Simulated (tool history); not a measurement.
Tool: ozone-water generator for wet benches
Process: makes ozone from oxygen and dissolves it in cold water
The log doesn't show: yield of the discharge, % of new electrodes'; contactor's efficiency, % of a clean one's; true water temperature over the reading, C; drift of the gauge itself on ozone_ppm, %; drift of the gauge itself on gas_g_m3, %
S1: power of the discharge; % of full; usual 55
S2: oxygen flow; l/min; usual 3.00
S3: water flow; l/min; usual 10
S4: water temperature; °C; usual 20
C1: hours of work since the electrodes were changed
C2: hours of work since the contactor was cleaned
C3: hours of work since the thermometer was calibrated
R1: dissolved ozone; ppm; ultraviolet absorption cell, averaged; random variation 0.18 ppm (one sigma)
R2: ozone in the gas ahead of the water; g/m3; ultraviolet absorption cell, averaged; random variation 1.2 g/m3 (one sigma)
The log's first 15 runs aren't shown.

| run | hour | S1 | S2 | S3 | S4 | C1 | C2 | C3 | R1 | R2 |
|---|---|---|---|---|---|---|---|---|---|---|
| 16 | 893.5 | 55 | 3.00 | 8 | 20 | 2395 | 3342 | 2828 | 29.1 | 210.2 |
| 17 | 941.5 | 55 | 3.00 | 8 | 20 | 2425 | 3372 | 2858 | 29.3 | 212.1 |
| 18 | 977.3 | 50 | 3.00 | 8 | 20 | 2447 | 3394 | 2880 | 27.2 | 199.5 |
| 19 | 1029.9 | 50 | 3.00 | 8 | 20 | 2480 | 3427 | 2913 | 27.6 | 197.8 |
| 20 | 1110.3 | 74 | 2.92 | 9 | 20 | 2530 | 3477 | 2963 | 33.0 | 262.9 |
| 21 | 1192.0 | 74 | 2.92 | 12 | 20 | 2581 | 3528 | 3014 | 27.0 | 259.9 |
| 22 | 1275.6 | 61 | 2.62 | 6 | 14 | 2633 | 3580 | 3066 | 42.1 | 245.1 |
| 23 | 1353.4 | 61 | 2.62 | 6 | 14 | 2682 | 3629 | 3115 | 41.4 | 244.2 |
| 24 | 1419.6 | 61 | 2.62 | 6 | 14 | 2723 | 3670 | 3156 | 41.8 | 246.0 |
| 25 | 1483.8 | 50 | 1.57 | 7 | 20 | 2764 | 3710 | 3197 | 30.4 | 283.8 |
| 26 | 1554.4 | 52 | 4.48 | 11 | 20 | 2808 | 3754 | 3241 | 22.5 | 166.1 |
| 27 | 1598.9 | 52 | 4.48 | 11 | 20 | 2835 | 3782 | 3268 | 22.6 | 167.7 |
|  | 1634.6 | gauge calibrated |
| 28 | 1643.1 | 55 | 5.00 | 10 | 20 | 2863 | 3810 | 3296 | 24.2 | 157.1 |
| 29 | 1724.6 | 71 | 5.00 | 9 | 20 | 2914 | 3861 | 3347 | 30.1 | 186.9 |
| 30 | 1772.4 | 41 | 3.00 | 10 | 18 | 2944 | 3891 | 3377 | 21.5 | 173.0 |
| 31 | 1817.7 | 88 | 5.00 | 7 | 18 | 2972 | 3919 | 3405 | 41.0 | 216.7 |
| 32 | 1888.4 | 99 | 1.74 | 16 | 25 | 3016 | 3963 | 3449 | 22.9 | 407.2 |

4 ways to go on from here, each from the tool as it stands after run 32. What would each give?
| A | 1941.1 | 78 | 1.99 | 10 | 20 | 3049 | 3996 | 3482 | ? | ? |
| B | 1941.1 | 55 | 3.00 | 11 | 20 | 3049 | 3996 | 3482 | ? | ? |
| C | 1941.1 | 94 | 3.91 | 16 | 14 | 3049 | 3996 | 3482 | ? | ? |
| D | 1941.1 | 55 | 3.00 | 12 | 20 | 3049 | 3996 | 3482 | ? | ? |

| run | R1 | R2 |
|---|---|---|
| A | 31.6 | 328.1 |
| B | 23.7 | 207.9 |
| C | 27.5 | 257.8 |
| D | 21.9 | 209.3 |
Without the tool's hidden state the same runs would have given:
| run | R1 | R2 |
|---|---|---|
| A | 31.6 | 326.6 |
| B | 23.7 | 206.9 |
| C | 27.5 | 256.6 |
| D | 22.0 | 208.3 |

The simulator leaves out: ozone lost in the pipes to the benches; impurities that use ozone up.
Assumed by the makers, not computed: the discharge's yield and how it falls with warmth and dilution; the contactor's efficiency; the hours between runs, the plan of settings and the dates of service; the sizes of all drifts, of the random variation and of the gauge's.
